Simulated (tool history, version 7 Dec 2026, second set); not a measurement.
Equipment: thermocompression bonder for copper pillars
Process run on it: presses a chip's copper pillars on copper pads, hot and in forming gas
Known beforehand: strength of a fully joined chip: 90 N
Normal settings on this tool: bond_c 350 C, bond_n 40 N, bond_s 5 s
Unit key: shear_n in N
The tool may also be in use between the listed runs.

run	hour	bond_c	bond_n	bond_s	shear_n
1	0.0	350	40	5	60.9
2	12.9	350	40	5	60.5
3	37.0	328	40	5	49.7
4	59.5	328	40	3	41.6
5	83.9	350	40	5	60.2
6	100.3	350	40	5	60.8
7	116.8	350	40	5	60.7
8	132.2	350	40	5	60.5
9	143.7	350	40	5	60.7
10	158.4	350	40	5	59.5
11	178.2	350	40	5	60.0
12	191.8	350	40	5	60.8
13	206.4	350	40	5	61.2
14	227.0	350	40	5	60.7
# hour 234.3: forming gas filter changed
15	247.1	350	40	5	60.1
16	269.1	350	40	5	60.3
17	285.8	350	40	5	60.1
18	310.0	350	40	5	61.1
19	330.5	350	40	5	60.6
20	356.1	350	40	5	60.4

Run 21 is up next; what results do you expect?
21	373.2	364	40	5	?

shear_n: 67.0 N
With the hidden condition absent and the run-to-run variation left alone, this run would have shown shear_n 67.1 N.

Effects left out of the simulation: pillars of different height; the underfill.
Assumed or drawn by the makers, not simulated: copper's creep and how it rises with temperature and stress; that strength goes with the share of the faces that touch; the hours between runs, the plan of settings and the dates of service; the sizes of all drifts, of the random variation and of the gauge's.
